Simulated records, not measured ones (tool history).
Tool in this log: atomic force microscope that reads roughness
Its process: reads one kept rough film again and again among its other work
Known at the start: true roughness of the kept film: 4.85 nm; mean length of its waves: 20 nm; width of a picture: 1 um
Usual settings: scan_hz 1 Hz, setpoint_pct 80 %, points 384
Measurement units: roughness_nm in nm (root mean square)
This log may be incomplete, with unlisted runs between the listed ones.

run	hour	scan_hz	setpoint_pct	points	roughness_nm
1	0	1	80	384	2.201
2	34.6	1	80	355	1.998
3	81	1	61	384	1.892
# hour 85.3: height scale calibrated on a step standard
4	137.3	1	67	384	1.671
# hour 142.9: new tip fitted
5	205.8	1	80	384	2.475
6	238.1	2.53	58	938	2.363
7	309.7	2.53	58	938	1.977
# hour 342.3: height scale calibrated on a step standard, once more
8	374.8	1	80	279	1.632
# hour 380.5: new tip fitted
9	439.2	1	56	292	2.578
10	486.1	1	56	292	2.213

Results for each run, recomputed without the tool's hidden state and with each run's random variation untouched:
Unlogged tool condition in this case: radius of the tip, nm; height scale over the true one, %; drift of the gauge itself on roughness_nm, %.
run	roughness_nm
1	3.035
2	3.017
3	3.169
4	3.145
5	3.04
6	3.179
7	3.159
8	2.999
9	3.144
10	3.138

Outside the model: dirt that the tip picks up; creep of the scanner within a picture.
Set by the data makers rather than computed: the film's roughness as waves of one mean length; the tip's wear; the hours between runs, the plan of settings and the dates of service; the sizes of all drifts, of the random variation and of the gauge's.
